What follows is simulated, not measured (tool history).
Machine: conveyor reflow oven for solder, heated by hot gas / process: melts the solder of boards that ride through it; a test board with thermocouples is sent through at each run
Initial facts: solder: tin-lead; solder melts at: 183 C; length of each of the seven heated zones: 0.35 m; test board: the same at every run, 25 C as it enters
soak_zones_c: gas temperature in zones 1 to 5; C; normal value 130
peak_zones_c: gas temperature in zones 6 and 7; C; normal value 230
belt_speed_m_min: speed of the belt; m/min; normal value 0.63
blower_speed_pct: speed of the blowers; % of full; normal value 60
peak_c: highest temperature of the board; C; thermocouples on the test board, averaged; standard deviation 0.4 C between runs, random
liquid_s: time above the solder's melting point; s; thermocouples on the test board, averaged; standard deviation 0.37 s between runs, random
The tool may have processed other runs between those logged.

run    hour  soak_zones_c  peak_zones_c  belt_speed_m_min  blower_speed_pct  peak_c  liquid_s
  1       0           130           230              0.63                60   212.4      46.8
  2    73.2           130           230              0.63                60   212.9      46.7
         94  -- belt drive overhauled, speed set with a stopwatch
  3   135.5           130           230              0.63                60   210.6      42.4
  4   194.8           130           230              0.63                60   209.8      41.6
  5   264.8           130           230              0.63                60   209.3      40.8
  6   359.3           130           230              0.63                60   209.2      40.7
  7     421           130           230              0.63                63   209.8        41
  8   482.9           130           230              0.63                63   208.7      40.9
      509.5  -- flux residue cleaned out of gas plates and filters
  9   549.4           130           230              0.63                63   213.4      45.3
 10   609.7           130           230              0.63                64   212.8      44.9
 11   650.7           130           230              0.63                60   212.8      44.9
 12   709.2           130           230              0.63                60   212.1      43.8
 13   797.5           130           230              0.63                60   210.5      43.2
 14   889.5           130           230              0.63                60   211.2      42.7
 15   981.1           130           230              0.63                60   210.8      43.2
 16  1055.7           130           230              0.63                60   209.3      41.7
 17    1146           130           230              0.63                60   209.9      41.6
 18  1239.3           125           219             0.532                66   205.5      44.8
 19  1293.7           134           237             0.629                81   219.4      51.2
 20  1346.7           134           237             0.629                81   219.4      51.5
     1392.8  -- flux residue cleaned out of gas plates and filters
 21    1400           126           236              0.63                60   217.2      46.8
 22  1441.3           130           233              0.63                60   214.7      47.2
 23  1526.2           130           233              0.63                60   214.1      46.4
 24  1575.9           130           233              0.63                60   213.9      46.1
 25  1619.2           131           237             0.674                61   215.5      43.8
     1684.1  -- thermocouples of zones 6 and 7 changed
 26  1698.5           131           237             0.674                61   216.1      44.5
 27  1783.5           139           232             0.623                60   214.9      50.5
 28  1825.3           130           243              0.64                60   221.9      50.6
 29  1897.3           130           230             0.607                69   214.9      48.5
 30    1974           130           230             0.759                60   203.7      29.4
 31  2049.2           138           230             0.706                60   207.8      37.2
 32  2132.7           138           230             0.706                60   207.9      37.5

3 options for the next run, each taken on its own from the tool as it stands now. Forecast them:
  A  2198.6           121           241             0.533                60       ?         ?
  B  2198.6           138           240             0.706                68       ?         ?
  C  2198.6           129           230             0.579                60       ?         ?

run  peak_c  liquid_s
  A   223.4        61
  B   216.8      45.1
  C   212.4      47.8
What these runs would have given with no unlogged condition in the tool:
run  peak_c  liquid_s
  A   226.7      61.9
  B   220.8      46.6
  C   215.5      49.6

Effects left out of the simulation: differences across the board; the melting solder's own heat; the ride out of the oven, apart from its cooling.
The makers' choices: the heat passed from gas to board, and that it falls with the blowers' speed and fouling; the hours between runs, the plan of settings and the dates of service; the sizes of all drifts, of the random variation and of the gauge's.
